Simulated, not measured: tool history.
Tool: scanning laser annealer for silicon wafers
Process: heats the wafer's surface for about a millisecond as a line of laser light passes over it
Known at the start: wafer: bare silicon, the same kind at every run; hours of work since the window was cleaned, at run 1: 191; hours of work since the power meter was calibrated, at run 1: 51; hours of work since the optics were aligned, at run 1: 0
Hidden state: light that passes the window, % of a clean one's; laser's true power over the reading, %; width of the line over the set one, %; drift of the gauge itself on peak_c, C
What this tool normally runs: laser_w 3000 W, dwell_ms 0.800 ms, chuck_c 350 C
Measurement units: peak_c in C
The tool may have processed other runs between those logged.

run	hour	laser_w	dwell_ms	chuck_c	hours of work since the window was cleaned	hours of work since the power meter was calibrated	hours of work since the optics were aligned	peak_c
1	0.0	3000	0.800	350	191	51	0	1165
2	37.8	3000	0.800	350	213	73	22	1167
3	92.0	3000	0.800	350	245	106	55	1158
4	136.4	3000	0.800	350	272	132	81	1152
5	165.7	3000	0.800	388	289	149	98	1194
6	204.1	3000	0.623	350	312	172	121	1038
7	230.4	3000	0.623	350	328	188	137	1038
8	261.5	3000	0.623	311	346	206	155	999
# hour 271.5: optics aligned, line set to its width
# hour 277.2: window over the wafer cleaned
9	292.6	3000	0.800	315	9	221	11	1154
10	347.6	3000	0.592	350	42	253	44	1050
11	388.8	2875	0.592	350	66	278	69	1016
12	430.8	2875	0.592	350	91	303	93	1013
13	454.9	2875	0.592	350	106	317	108	1014
14	497.9	2875	0.592	350	131	343	133	1013
15	550.0	2740	0.592	383	162	373	164	1010
16	586.1	3049	0.800	350	183	395	186	1178
# hour 621.3: optics aligned, line set to its width, once more
17	647.3	2703	0.783	318	217	428	15	1037
18	704.0	2703	0.783	318	250	462	49	1030
19	730.4	2703	0.605	318	266	478	65	936
20	757.3	2703	0.605	318	282	494	81	930
21	799.5	2795	0.577	337	307	519	106	953
22	852.9	2795	0.616	337	339	550	138	971
# hour 878.2: window over the wafer cleaned
23	890.2	2974	0.850	350	7	571	158	1208
24	939.2	3208	0.800	337	36	600	188	1228
25	975.4	2808	0.859	356	58	622	209	1162
26	1004.4	3123	0.842	333	75	639	226	1217
27	1051.5	3123	0.842	333	103	667	254	1217
28	1102.8	3109	0.587	386	133	698	285	1094

Branching from run 28: 5 alternative next runs. What would each branch give?
A	1158.9	3108	0.767	380	167	731	318	?
B	1158.9	3142	0.800	350	167	731	318	?
C	1158.9	3288	0.781	381	167	731	318	?
D	1158.9	3000	0.800	312	167	731	318	?
E	1158.9	3294	0.800	353	167	731	318	?

run	peak_c
A	1203
B	1201
C	1264
D	1124
E	1244
Without the tool's hidden state the same runs would have given:
run	peak_c
A	1232
B	1231
C	1295
D	1153
E	1276
